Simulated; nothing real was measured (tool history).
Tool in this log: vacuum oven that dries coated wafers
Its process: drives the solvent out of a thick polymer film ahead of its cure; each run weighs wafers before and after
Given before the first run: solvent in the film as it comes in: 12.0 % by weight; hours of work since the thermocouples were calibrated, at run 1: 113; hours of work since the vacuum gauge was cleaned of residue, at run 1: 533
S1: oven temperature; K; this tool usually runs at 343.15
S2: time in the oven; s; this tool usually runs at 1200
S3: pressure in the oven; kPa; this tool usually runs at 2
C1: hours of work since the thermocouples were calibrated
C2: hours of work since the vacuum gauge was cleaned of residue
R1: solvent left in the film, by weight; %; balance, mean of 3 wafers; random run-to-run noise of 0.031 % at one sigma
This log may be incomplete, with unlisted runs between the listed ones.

Run 1, hour 0: usual settings; C1 113; C2 533. Result: R1 2.18 %.
Run 2, hour 29.8: usual settings; C1 135; C2 556. Result: R1 2.2 %.
Run 3, hour 45.6: usual settings; C1 147; C2 567. Result: R1 2.2 %.
Run 4, hour 73.4: usual settings but S2 1320 s; C1 168; C2 588. Result: R1 2.13 %.
Run 5, hour 101.4: usual settings but S1 337.15 K; C1 189; C2 610. Result: R1 3.15 %.
Run 6, hour 127.9: usual settings but S1 337.15 K; C1 209; C2 630. Result: R1 3.14 %.
Run 7, hour 154: usual settings but S2 1440 s; C1 229; C2 649. Result: R1 2.02 %.
Run 8, hour 187.3: usual settings; C1 254; C2 674. Result: R1 2.21 %.
Run 9, hour 219.9: usual settings but S1 342.15 K; C1 279; C2 699. Result: R1 2.4 %.
Run 10, hour 256.6: usual settings but S1 342.15 K; C1 306; C2 727. Result: R1 2.36 %.
Run 11, hour 295.3: usual settings but S1 342.15 K; C1 336; C2 756. Result: R1 2.38 %.
Run 12, hour 330.9: usual settings but S1 350.15 K; C1 362; C2 783. Result: R1 1.56 %.
Run 13, hour 368.2: usual settings but S1 338.15 K; C1 391; C2 811. Result: R1 3 %.
Run 14, hour 402.4: usual settings but S1 338.15 K; C1 416; C2 837. Result: R1 2.97 %.
Run 15, hour 426.7: usual settings but S1 338.15 K; C1 435; C2 855. Result: R1 3 %.
Run 16, hour 444.9: usual settings but S1 338.15 K; C1 449; C2 869. Result: R1 3 %.
Run 17, hour 463.5: usual settings but S1 338.15 K; C1 463; C2 883. Result: R1 2.94 %.
Run 18, hour 492.4: usual settings but S1 356.15 K; C1 484; C2 905. Result: R1 1.1 %.
Run 19, hour 516.4: usual settings but S1 356.15 K; C1 503; C2 923. Result: R1 1.13 %.
Run 20, hour 549.8: usual settings; C1 528; C2 948. Result: R1 2.26 %.
Run 21, hour 577.6: usual settings but S2 1320 s; C1 549; C2 969. Result: R1 2.2 %.
Run 22, hour 602.1: usual settings; C1 567; C2 988. Result: R1 2.22 %.
Run 23, hour 633.2: usual settings; C1 591; C2 1011. Result: R1 2.21 %.
Run 24, hour 664.8: usual settings but S1 334.15 K, S3 1.61 kPa; C1 615; C2 1035. Result: R1 3.3 %.
Run 25, hour 683.6: usual settings but S2 1020 s, S3 1.99 kPa; C1 629; C2 1049. Result: R1 2.44 %.
Run 26, hour 714.8: usual settings but S2 1020 s, S3 1.99 kPa; C1 652; C2 1073. Result: R1 2.51 %.
Run 27, hour 734.5: usual settings but S2 1020 s, S3 3.69 kPa; C1 667; C2 1088. Result: R1 3.92 %.
Run 28, hour 767.5: usual settings but S2 720 s, S3 3.26 kPa; C1 692; C2 1113. Result: R1 4.18 %.
Run 29, hour 798: usual settings but S1 350.15 K, S2 2100 s, S3 4.06 kPa; C1 715; C2 1136. Result: R1 2.72 %.
Run 30, hour 821.5: usual settings but S1 333.15 K, S2 1440 s, S3 2.78 kPa; C1 733; C2 1153. Result: R1 4.6 %.
Run 31, hour 839.1: usual settings but S3 2.73 kPa; C1 746; C2 1167. Result: R1 2.92 %.
Run 32, hour 861.1: usual settings but S3 2.73 kPa; C1 763; C2 1183. Result: R1 2.9 %.
Run 33, hour 899.4: usual settings but S3 2.73 kPa; C1 792; C2 1212. Result: R1 2.9 %.
Run 34, hour 937: usual settings but S3 1.11 kPa; C1 820; C2 1241. Result: R1 1.41 %.
Run 35, hour 954.2: usual settings but S1 344.15 K, S3 1.18 kPa; C1 833; C2 1254. Result: R1 1.44 %.
Run 36, hour 984.5: usual settings but S1 344.15 K, S2 600 s, S3 4.35 kPa; C1 856; C2 1276. Result: R1 5.25 %.
Run 37, hour 1007.2: usual settings but S1 333.15 K, S2 900 s; C1 873; C2 1294. Result: R1 4.58 %.
Run 38, hour 1041: usual settings but S1 351.15 K, S2 1560 s, S3 2.46 kPa; C1 899; C2 1319. Result: R1 1.71 %.
Run 39, hour 1071.2: usual settings but S1 351.15 K, S2 1560 s, S3 2.46 kPa; C1 921; C2 1342. Result: R1 1.68 %.
Run 40, hour 1104.6: usual settings but S1 351.15 K, S2 660 s, S3 1.3 kPa; C1 947; C2 1367. Result: R1 1.78 %.
At hour 1114.3: oven's thermocouples calibrated.
Run 41, hour 1129.7: usual settings but S1 354.15 K, S2 660 s, S3 7.35 kPa; C1 12; C2 1385. Result: R1 4.77 %.
Run 42, hour 1150: usual settings but S1 354.15 K, S2 660 s, S3 7.35 kPa; C1 27; C2 1400. Result: R1 4.74 %.
Run 43, hour 1174.2: usual settings but S1 353.15 K, S2 720 s, S3 5.54 kPa; C1 45; C2 1418. Result: R1 3.83 %.
Run 44, hour 1198.6: usual settings but S1 341.15 K, S2 720 s, S3 1.79 kPa; C1 64; C2 1437. Result: R1 3.35 %.
Run 45, hour 1216.9: usual settings but S2 720 s; C1 78; C2 1450. Result: R1 3.18 %.
Run 46, hour 1244.8: usual settings but S1 345.15 K, S2 1380 s; C1 99; C2 1471. Result: R1 1.92 %.

Take each entry between the runs: how does the hidden state at the last listed run before it differ from the hidden state at the first listed run after it?
After run 40, before run 41: oven's thermocouples calibrated (hour 1114.3)
  true wafer temperature over the reading, C: -0.05 -> 0
